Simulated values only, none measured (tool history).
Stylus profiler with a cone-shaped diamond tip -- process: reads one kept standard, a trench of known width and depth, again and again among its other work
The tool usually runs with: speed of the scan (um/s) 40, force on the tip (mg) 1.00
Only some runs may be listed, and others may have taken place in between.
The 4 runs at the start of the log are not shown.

run	day	speed of the scan (um/s)	force on the tip (mg)	scans with this tip	hours of work since the height scale was calibrated	depth of the trench (Å)	width of the trench's floor (nm)
5	12.400	40	1.00	3694	277	2011.2	28000
6	15.200	19	1.00	4314	324	2010.3	28190
7	17.108	19	1.00	4736	355	2010.5	28140
8	19.733	40	1.00	5318	399	2010.7	28050
9	23.150	40	1.00	6076	456	2010.2	28040
10	25.671	40	1.00	6634	498	2009.8	28130
11	29.312	40	1.00	7441	558	2010.1	28020
12	31.417	40	0.39	7908	593	2005.3	27980
13	35.479	40	1.00	8808	661	2011.0	28050
14	39.050	40	1.00	9599	720	2010.0	28060
# day 39.929: new tip fitted, height scale calibrated
15	41.112	40	1.00	261	20	2010.3	28130
16	45.396	40	1.00	1211	91	2011.0	28110
17	49.504	40	1.00	2121	159	2011.6	28060
18	53.404	40	1.00	2986	224	2010.7	28110
19	55.983	40	1.00	3557	267	2009.7	28090
20	58.821	40	1.00	4186	314	2009.5	28140
21	62.879	40	0.45	5085	381	2006.0	27960
22	65.925	51	1.49	5760	432	2014.1	28080

What will run 23 give?
23	68.483	51	1.49	6328	475	?	?

Run 23 came out at depth of the trench (Å) 2013.6, width of the trench's floor (nm) 28100.
With the hidden condition absent and the run-to-run variation left alone, this run would have shown depth of the trench (Å) 2013.6, width of the trench's floor (nm) 28120.
